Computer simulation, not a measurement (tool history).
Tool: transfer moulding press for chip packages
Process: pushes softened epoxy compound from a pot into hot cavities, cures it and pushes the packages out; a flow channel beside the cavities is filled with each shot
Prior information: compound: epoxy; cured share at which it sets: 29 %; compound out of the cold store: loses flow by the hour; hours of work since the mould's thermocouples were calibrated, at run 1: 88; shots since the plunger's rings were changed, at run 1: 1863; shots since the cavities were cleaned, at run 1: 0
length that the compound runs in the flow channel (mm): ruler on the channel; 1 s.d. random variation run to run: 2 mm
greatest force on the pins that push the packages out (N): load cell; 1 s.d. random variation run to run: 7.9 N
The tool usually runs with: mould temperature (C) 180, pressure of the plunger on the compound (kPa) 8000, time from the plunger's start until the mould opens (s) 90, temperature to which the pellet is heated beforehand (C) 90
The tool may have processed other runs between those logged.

run,hour,mould temperature (C),pressure of the plunger on the compound (kPa),time from the plunger's start until the mould opens (s),temperature to which the pellet is heated beforehand (C),hours of work since the mould's thermocouples were calibrated,shots since the plunger's rings were changed,shots since the cavities were cleaned,incoming compound's hours out of the cold store,length that the compound runs in the flow channel (mm),greatest force on the pins that push the packages out (N)
1,0,180,8000,90,90,88,1863,0,32.2,862,348
2,16.1,180,8000,90,90,95,2002,139,26.3,882,465
3,36.6,180,8000,90,90,103,2179,316,44.7,820,591
4,57.9,180,8000,90,98,112,2362,499,41.3,830,602
5,74.1,180,8000,90,98,119,2501,638,40.8,830,633
# hour 87.9: cavities cleaned with cleaning compound and waxed
6,89.6,180,8000,78,98,124,2622,15,47.6,807,462
7,107.4,180,8000,90,90,132,2775,168,41.9,824,473
# hour 118.8: plunger's sealing rings changed
8,128.6,180,8000,90,90,139,85,329,18.8,920,585
9,146.9,180,8000,90,90,147,242,486,38.5,852,629
10,162.7,180,8000,90,90,153,378,622,17.8,919,698
11,171.9,180,8000,90,90,157,457,701,23.2,901,686
# hour 179.5: cavities cleaned with cleaning compound and waxed
12,190.3,180,8000,90,90,164,602,93,40.6,842,400
13,203.5,183,8000,90,90,169,716,207,11.6,932,459
14,219.6,183,8000,90,90,176,854,345,17.3,910,518
15,231.5,185,8000,124,90,181,957,448,8.2,940,490
16,243,185,8000,124,90,185,1056,547,15.1,913,499
17,260.2,180,9310,90,82,192,1204,695,41.6,902,687
# hour 267.8: cavities cleaned with cleaning compound and waxed
18,272.7,180,7180,90,90,197,1298,42,26.7,835,380
19,286,180,7180,90,90,202,1412,156,26,840,461
20,304.8,180,7180,90,90,210,1575,319,28.2,830,567
21,325,180,6750,90,97,218,1749,493,21.2,826,608
22,338.5,180,6750,90,97,224,1865,609,43.8,754,619
# hour 356.3: cavities cleaned with cleaning compound and waxed
23,360.5,180,6750,90,96,232,2041,36,11.6,855,367
24,372.9,180,6750,90,96,237,2148,143,36.6,771,437
25,390.9,187,9440,117,96,245,2302,297,19.5,960,447
26,402,187,9440,117,96,249,2398,393,18.5,963,460
27,416.7,172,9610,90,90,255,2525,520,41.7,925,958
28,435.9,182,8790,90,90,263,2690,685,32.6,889,624

Alternative continuations, all from the tool just after run 28; predict every row:
# hour 444.6: cavities cleaned with cleaning compound and waxed
A,452.6,187,8790,96,95,269,2821,69,46.1,?,?
# hour 444.6: cavities cleaned with cleaning compound and waxed
B,452.6,180,8000,115,90,269,2821,69,35.3,?,?
# hour 444.6: cavities cleaned with cleaning compound and waxed
C,452.6,180,9490,90,90,269,2821,69,46.4,?,?
# hour 444.6: cavities cleaned with cleaning compound and waxed
D,452.6,182,7510,112,90,269,2821,69,46.8,?,?

run,length that the compound runs in the flow channel (mm),greatest force on the pins that push the packages out (N)
A,837,329
B,842,324
C,884,386
D,780,320
What these runs would have given with no unlogged condition in the tool:
run,length that the compound runs in the flow channel (mm),greatest force on the pins that push the packages out (N)
A,862,279
B,867,274
C,909,329
D,803,270
